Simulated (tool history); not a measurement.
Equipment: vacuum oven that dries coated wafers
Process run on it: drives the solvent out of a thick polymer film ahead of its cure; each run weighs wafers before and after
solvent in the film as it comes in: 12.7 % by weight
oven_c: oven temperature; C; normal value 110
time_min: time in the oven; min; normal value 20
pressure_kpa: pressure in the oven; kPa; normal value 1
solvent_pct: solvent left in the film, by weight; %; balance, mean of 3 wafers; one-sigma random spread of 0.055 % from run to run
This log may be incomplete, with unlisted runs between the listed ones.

run    hour  oven_c  time_min  pressure_kpa  solvent_pct
  1       0     110        20             1         2.63
  2    85.1     110        20             1         2.68
  3   167.7     110        20             1         2.78
  4   228.3     110        20             1         2.66
  5   301.4     110        13             1         4.04
  6   351.2     110        22             1         2.58
      373.1  -- oven's thermocouples calibrated
  7   443.5     110        20             1         2.89
  8   499.2     110        20             1          2.9
  9   562.8     110        20             1         2.97
 10   665.5     110        20             1         2.93
 11   720.7     110        20             1         3.07
 12   826.8     110        20          3.91         6.17
 13   891.1     110        27          3.91         5.74
      928.3  -- oven's thermocouples calibrated, once more
 14   945.3     110        27          3.91          5.3
 15  1018.6     110        27          3.91         5.14
 16  1082.7     110        27          3.91          5.3
 17  1162.5     110        30          3.91         5.19
 18  1264.1     110        20             1         2.77
 19  1343.5     110        20             1         2.76
 20  1416.8     110        20             1         2.86
 21  1482.3     110        20             1         2.84
 22  1542.7     110        20             1         2.95
 23  1593.3     110        20          0.56         2.39
 24  1693.9      98        11          2.35         8.77
 25  1785.9      98        11          2.35         8.61
 26  1874.1      98        11          2.35         8.94
 27    1959     121        31          0.63         1.13
 28  2043.2     121        31          0.63         1.09
     2146.6  -- vacuum gauge cleaned of residue and calibrated
 29  2155.3     121        31          0.63         0.56
 30    2202      95        25          2.34         6.92
 31  2284.5     102        20          0.86         4.12
     2327.1  -- oven's thermocouples calibrated
 32  2379.4     117        16          3.22          3.5
 33  2480.1     113        13          1.67         3.51
 34  2538.8     113        13          1.67         3.52
 35  2600.5     111        16          3.42          5.1
 36  2668.8     111        23          1.28         2.25
 37  2752.2     111        23          1.28         2.35
 38  2826.8     110        20          1.46         2.96
 39  2895.4     110        34          1.25         1.93
 40    2956     124        15          2.13         2.02
 41  3024.5     124        15          2.13         1.99
 42  3121.9      98        28          3.27         7.48
 43    3232     110        30          1.52         2.55
 44  3290.1     110        30          1.52         2.57
 45  3378.4      98        20             1         5.57
 46  3443.2      98        20             1         5.56

Below are 3 alternative next runs, each starting from the tool's condition after run 46. Predict each:
  A  3488.7      98        24             1            ?
  B  3488.7     124        35             1            ?
  C  3488.7     110        20          2.68            ?

run  solvent_pct
  A         4.93
  B         1.03
  C         4.67
With no hidden state in the tool, these same runs would have given:
run  solvent_pct
  A         4.11
  B         0.74
  C         3.99

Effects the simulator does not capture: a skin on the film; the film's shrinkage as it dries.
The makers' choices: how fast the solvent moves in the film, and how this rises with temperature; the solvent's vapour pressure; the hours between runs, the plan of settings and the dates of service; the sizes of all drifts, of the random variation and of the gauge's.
